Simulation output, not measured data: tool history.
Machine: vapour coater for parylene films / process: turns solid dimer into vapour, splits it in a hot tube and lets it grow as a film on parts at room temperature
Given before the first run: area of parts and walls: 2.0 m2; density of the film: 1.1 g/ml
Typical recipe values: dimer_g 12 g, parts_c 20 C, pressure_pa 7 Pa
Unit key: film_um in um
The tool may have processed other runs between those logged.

run,hour,dimer_g,parts_c,pressure_pa,film_um
1,0.0,12,20,7,2.85
2,26.9,12,13,7,3.49
3,63.0,12,20,7,2.83
4,90.5,12,12,7,3.61
5,135.5,12,20,7,2.88
6,173.4,12,12,7,3.61
7,211.0,12,12,7,3.62
8,245.7,12,20,7,2.82
9,286.9,12,17,7,3.14
10,326.8,18,17,7,4.61
11,367.8,18,17,7,4.69
12,410.0,12,20,7,2.84
13,451.4,12,20,7,2.83
14,503.7,12,20,7,2.85
15,553.6,12,20,7,2.86

Run 16 is up next; what results do you expect?
# hour 591.5: trap's valve overhauled
16,603.6,12,20,7,?

{"run 16": {"film_um": 2.84}}
If the tool had no hidden condition, the same run with the same run-to-run variation would have returned film_um 2.84 um.
